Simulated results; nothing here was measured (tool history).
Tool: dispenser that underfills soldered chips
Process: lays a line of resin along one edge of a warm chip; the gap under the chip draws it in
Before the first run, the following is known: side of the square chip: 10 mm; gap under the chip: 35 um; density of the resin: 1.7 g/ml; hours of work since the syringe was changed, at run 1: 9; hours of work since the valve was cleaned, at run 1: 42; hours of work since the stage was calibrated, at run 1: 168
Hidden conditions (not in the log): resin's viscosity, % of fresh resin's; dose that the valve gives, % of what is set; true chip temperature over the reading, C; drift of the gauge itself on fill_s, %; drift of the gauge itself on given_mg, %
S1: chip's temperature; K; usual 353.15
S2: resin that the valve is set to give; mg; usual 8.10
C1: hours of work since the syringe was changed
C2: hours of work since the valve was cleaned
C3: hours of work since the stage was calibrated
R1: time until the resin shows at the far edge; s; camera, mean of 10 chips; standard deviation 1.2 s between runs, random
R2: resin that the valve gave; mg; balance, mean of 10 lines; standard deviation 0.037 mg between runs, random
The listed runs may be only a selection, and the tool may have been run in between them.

run	hour	S1	S2	C1	C2	C3	R1	R2
1	0.0	353.15	8.10	9	42	168	163.5	7.84
# hour 0.8: new syringe of resin
2	3.9	338.15	8.10	2	44	171	211.1	7.74
3	9.6	338.15	8.10	6	48	174	245.3	7.75
4	13.9	338.15	8.10	8	50	177	276.4	7.73
# hour 15.2: new syringe of resin
5	19.5	338.15	8.10	3	54	180	219.2	7.68
6	23.9	344.15	8.10	5	56	183	196.7	7.64
# hour 29.4: new syringe of resin
7	30.9	344.15	8.10	1	61	187	165.4	7.61
8	35.6	359.15	7.14	4	64	190	116.9	6.69
9	39.8	359.15	7.14	7	66	193	128.8	6.64
# hour 42.2: dispensing valve cleaned and set on the balance
# hour 44.8: new syringe of resin
10	46.5	348.15	10.07	1	3	196	137.1	10.05
11	50.4	341.15	9.61	4	5	199	195.7	9.60
12	56.8	343.15	8.49	8	9	203	214.3	8.46
# hour 59.1: new syringe of resin
13	62.5	341.15	7.77	2	12	206	189.9	7.67

What if the next run were any one of these 3? Each begins from the tool's condition after run 13:
A	68.4	353.15	7.60	6	16	210	?	?
B	68.4	367.15	8.53	6	16	210	?	?
C	68.4	341.15	8.91	6	16	210	?	?

run	R1	R2
A	145.6	7.49
B	89.5	8.38
C	213.1	8.73
Without the tool's hidden state the same runs would have given:
run	R1	R2
A	120.8	7.62
B	74.1	8.52
C	177.8	8.88

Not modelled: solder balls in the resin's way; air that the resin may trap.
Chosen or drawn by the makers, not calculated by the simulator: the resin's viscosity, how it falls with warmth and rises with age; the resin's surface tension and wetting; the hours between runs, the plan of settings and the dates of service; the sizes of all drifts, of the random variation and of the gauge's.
